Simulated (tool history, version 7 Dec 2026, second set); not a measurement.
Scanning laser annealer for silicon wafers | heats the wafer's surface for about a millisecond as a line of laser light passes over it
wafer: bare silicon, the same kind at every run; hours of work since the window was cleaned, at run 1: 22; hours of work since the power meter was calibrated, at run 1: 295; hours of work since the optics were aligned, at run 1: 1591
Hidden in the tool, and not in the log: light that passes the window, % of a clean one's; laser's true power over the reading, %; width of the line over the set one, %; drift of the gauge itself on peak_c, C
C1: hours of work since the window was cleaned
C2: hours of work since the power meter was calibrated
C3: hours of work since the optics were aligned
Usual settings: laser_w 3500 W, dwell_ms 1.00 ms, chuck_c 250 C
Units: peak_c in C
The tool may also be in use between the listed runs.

{"run": 1, "day": 0.0, "laser_w": 3500, "dwell_ms": 1.0, "chuck_c": 250, "C1": 22, "C2": 295, "C3": 1591, "peak_c": 982}
{"run": 2, "day": 0.908, "laser_w": 3500, "dwell_ms": 1.0, "chuck_c": 250, "C1": 37, "C2": 309, "C3": 1605, "peak_c": 980}
{"run": 3, "day": 1.8, "laser_w": 3775, "dwell_ms": 1.0, "chuck_c": 250, "C1": 51, "C2": 324, "C3": 1620, "peak_c": 1050}
{"run": 4, "day": 2.638, "laser_w": 3775, "dwell_ms": 1.0, "chuck_c": 250, "C1": 64, "C2": 337, "C3": 1633, "peak_c": 1055}
{"run": 5, "day": 3.408, "laser_w": 3500, "dwell_ms": 1.0, "chuck_c": 250, "C1": 76, "C2": 349, "C3": 1645, "peak_c": 978}
{"run": 6, "day": 4.533, "laser_w": 3500, "dwell_ms": 1.0, "chuck_c": 250, "C1": 94, "C2": 367, "C3": 1663, "peak_c": 977}
{"run": 7, "day": 5.654, "laser_w": 3017, "dwell_ms": 1.0, "chuck_c": 250, "C1": 112, "C2": 385, "C3": 1681, "peak_c": 851}
{"run": 8, "day": 6.608, "laser_w": 3017, "dwell_ms": 1.0, "chuck_c": 250, "C1": 127, "C2": 400, "C3": 1696, "peak_c": 850}
{"day": 7.442, "done": "optics aligned, line set to its width"}
{"run": 9, "day": 7.442, "laser_w": 3500, "dwell_ms": 0.95, "chuck_c": 250, "C1": 137, "C2": 410, "C3": 0, "peak_c": 972}
{"run": 10, "day": 7.912, "laser_w": 3500, "dwell_ms": 0.95, "chuck_c": 250, "C1": 145, "C2": 417, "C3": 8, "peak_c": 971}
{"day": 8.15, "done": "laser's power meter calibrated"}
{"run": 11, "day": 8.712, "laser_w": 2992, "dwell_ms": 0.86, "chuck_c": 256, "C1": 156, "C2": 9, "C3": 18, "peak_c": 817}
{"run": 12, "day": 9.454, "laser_w": 3401, "dwell_ms": 0.86, "chuck_c": 256, "C1": 167, "C2": 21, "C3": 30, "peak_c": 910}
{"run": 13, "day": 10.017, "laser_w": 3397, "dwell_ms": 1.0, "chuck_c": 250, "C1": 176, "C2": 30, "C3": 39, "peak_c": 965}
{"run": 14, "day": 10.875, "laser_w": 3001, "dwell_ms": 1.07, "chuck_c": 228, "C1": 190, "C2": 43, "C3": 53, "peak_c": 860}
{"run": 15, "day": 11.783, "laser_w": 3332, "dwell_ms": 1.0, "chuck_c": 274, "C1": 204, "C2": 58, "C3": 67, "peak_c": 966}
{"run": 16, "day": 12.521, "laser_w": 3332, "dwell_ms": 1.0, "chuck_c": 274, "C1": 216, "C2": 70, "C3": 79, "peak_c": 973}
{"run": 17, "day": 13.579, "laser_w": 3330, "dwell_ms": 0.7, "chuck_c": 267, "C1": 233, "C2": 86, "C3": 96, "peak_c": 832}
{"day": 14.442, "done": "laser's power meter calibrated, once more"}
{"run": 18, "day": 14.442, "laser_w": 3500, "dwell_ms": 0.97, "chuck_c": 262, "C1": 245, "C2": 0, "C3": 107, "peak_c": 993}
{"run": 19, "day": 15.029, "laser_w": 3495, "dwell_ms": 1.0, "chuck_c": 235, "C1": 254, "C2": 9, "C3": 117, "peak_c": 971}

Forecast each of these 3 alternatives for the next run:
{"run": "A", "day": 16.121, "laser_w": 3495, "dwell_ms": 1.0, "chuck_c": 288, "C1": 271, "C2": 27, "C3": 134, "peak_c": "?"}
{"run": "B", "day": 16.121, "laser_w": 3305, "dwell_ms": 0.81, "chuck_c": 288, "C1": 271, "C2": 27, "C3": 134, "peak_c": "?"}
{"run": "C", "day": 16.121, "laser_w": 3161, "dwell_ms": 1.07, "chuck_c": 235, "C1": 271, "C2": 27, "C3": 134, "peak_c": "?"}

run=A peak_c=1026
run=B peak_c=896
run=C peak_c=908
Without the tool's hidden state the same runs would have given:
run=A peak_c=1037
run=B peak_c=904
run=C peak_c=918
